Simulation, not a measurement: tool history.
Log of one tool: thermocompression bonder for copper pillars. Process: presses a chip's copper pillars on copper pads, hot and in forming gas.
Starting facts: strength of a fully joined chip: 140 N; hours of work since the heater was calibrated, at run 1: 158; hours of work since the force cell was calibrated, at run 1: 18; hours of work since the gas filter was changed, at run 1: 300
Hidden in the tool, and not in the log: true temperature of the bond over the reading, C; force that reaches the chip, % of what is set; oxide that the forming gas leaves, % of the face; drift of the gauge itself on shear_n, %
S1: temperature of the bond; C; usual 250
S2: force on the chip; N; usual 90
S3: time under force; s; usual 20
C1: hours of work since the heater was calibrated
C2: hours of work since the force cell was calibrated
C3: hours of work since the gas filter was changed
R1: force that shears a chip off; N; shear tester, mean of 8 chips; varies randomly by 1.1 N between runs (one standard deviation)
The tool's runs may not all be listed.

Run 1, hour 0: usual settings; C1 158; C2 18; C3 300. Result: R1 101.3 N.
Run 2, hour 8.4: usual settings but S1 233 C; C1 164; C2 24; C3 306. Result: R1 88.9 N.
Run 3, hour 19.6: usual settings; C1 172; C2 32; C3 314. Result: R1 100.5 N.
Run 4, hour 33: usual settings; C1 181; C2 41; C3 323. Result: R1 100.6 N.
At hour 41.4: forming gas filter changed.
Run 5, hour 49: usual settings; C1 192; C2 52; C3 5. Result: R1 101.2 N.
Run 6, hour 56.2: usual settings but S1 269 C; C1 197; C2 56; C3 10. Result: R1 114.6 N.
Run 7, hour 67.7: usual settings but S1 241 C; C1 205; C2 64; C3 18. Result: R1 93.9 N.
Run 8, hour 80.9: usual settings but S1 241 C; C1 214; C2 74; C3 27. Result: R1 96.8 N.
Run 9, hour 98.1: usual settings but S1 241 C; C1 226; C2 85; C3 39. Result: R1 95.4 N.
Run 10, hour 106.9: usual settings but S1 241 C; C1 232; C2 92; C3 45. Result: R1 94.4 N.
Run 11, hour 121.3: usual settings but S1 241 C; C1 242; C2 102; C3 55. Result: R1 94.5 N.
Run 12, hour 137.7: usual settings but S1 248 C; C1 253; C2 113; C3 67. Result: R1 101 N.
Run 13, hour 150: usual settings but S1 248 C; C1 262; C2 121; C3 75. Result: R1 99.9 N.
Run 14, hour 166.9: usual settings but S1 253 C, S2 56 N; C1 273; C2 133; C3 87. Result: R1 70.5 N.
Run 15, hour 176.1: usual settings but S1 225 C, S2 56 N, S3 32 s; C1 280; C2 139; C3 93. Result: R1 61.2 N.
Run 16, hour 183.4: usual settings but S1 272 C, S2 128 N, S3 28 s; C1 285; C2 145; C3 98. Result: R1 135.3 N.
Run 17, hour 191.8: usual settings but S1 229 C, S2 93 N; C1 291; C2 150; C3 104. Result: R1 88.4 N.
Run 18, hour 206.9: usual settings but S1 242 C, S3 57 s; C1 301; C2 161; C3 115. Result: R1 118.3 N.
Run 19, hour 221.9: usual settings but S1 249 C, S2 88 N, S3 12 s; C1 311; C2 171; C3 125. Result: R1 86.8 N.
Run 20, hour 234.6: usual settings but S3 14 s; C1 320; C2 180; C3 134. Result: R1 93.1 N.
Run 21, hour 242.7: usual settings but S2 83 N; C1 326; C2 186; C3 139. Result: R1 95.6 N.

Run 22 is up next; what results do you expect?
Run 22, hour 254.1: usual settings but S1 258 C, S3 41 s; C1 334; C2 193; C3 147. Result: R1 ?.

{"run 22": {"R1": 121.7}}
The same run, on a tool lacking any hidden state, would have yielded R1 121.8 N.
